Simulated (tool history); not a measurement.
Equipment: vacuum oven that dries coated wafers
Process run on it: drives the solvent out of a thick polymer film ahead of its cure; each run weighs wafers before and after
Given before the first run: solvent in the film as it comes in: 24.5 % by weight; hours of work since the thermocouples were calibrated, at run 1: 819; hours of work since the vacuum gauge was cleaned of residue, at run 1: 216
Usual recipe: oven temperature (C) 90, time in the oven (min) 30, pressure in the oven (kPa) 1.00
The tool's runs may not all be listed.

run,hour,oven temperature (C),time in the oven (min),pressure in the oven (kPa),hours of work since the thermocouples were calibrated,hours of work since the vacuum gauge was cleaned of residue,solvent left in the film (%)
1,0.0,90,30,1.00,819,216,4.30
2,14.7,93,30,1.00,827,225,3.66
3,27.4,93,30,1.00,834,232,3.59
4,37.4,93,30,1.00,839,237,3.47
5,56.8,90,30,1.00,850,248,4.43
# hour 60.3: oven's thermocouples calibrated
6,69.4,90,30,1.00,5,254,4.43
7,82.2,90,30,1.00,12,261,4.57
8,91.5,79,35,1.00,17,266,7.14
9,105.3,93,16,1.54,25,274,7.93
10,121.1,90,30,1.19,34,283,4.49
11,132.0,101,30,1.19,40,289,1.89
12,146.7,83,30,1.19,48,297,6.95
# hour 155.9: oven's thermocouples calibrated, once more
13,163.9,83,30,1.19,4,306,6.47
14,177.4,104,31,1.01,12,313,1.03

Forecast each of these 3 alternatives for the next run:
A,194.8,104,31,1.25,22,323,?
B,194.8,101,31,1.65,22,323,?
C,194.8,79,37,3.07,22,323,?

run,solvent left in the film (%)
A,1.19
B,1.58
C,7.36
With no hidden state in the tool, these same runs would have given:
run,solvent left in the film (%)
A,1.17
B,1.56
C,7.33
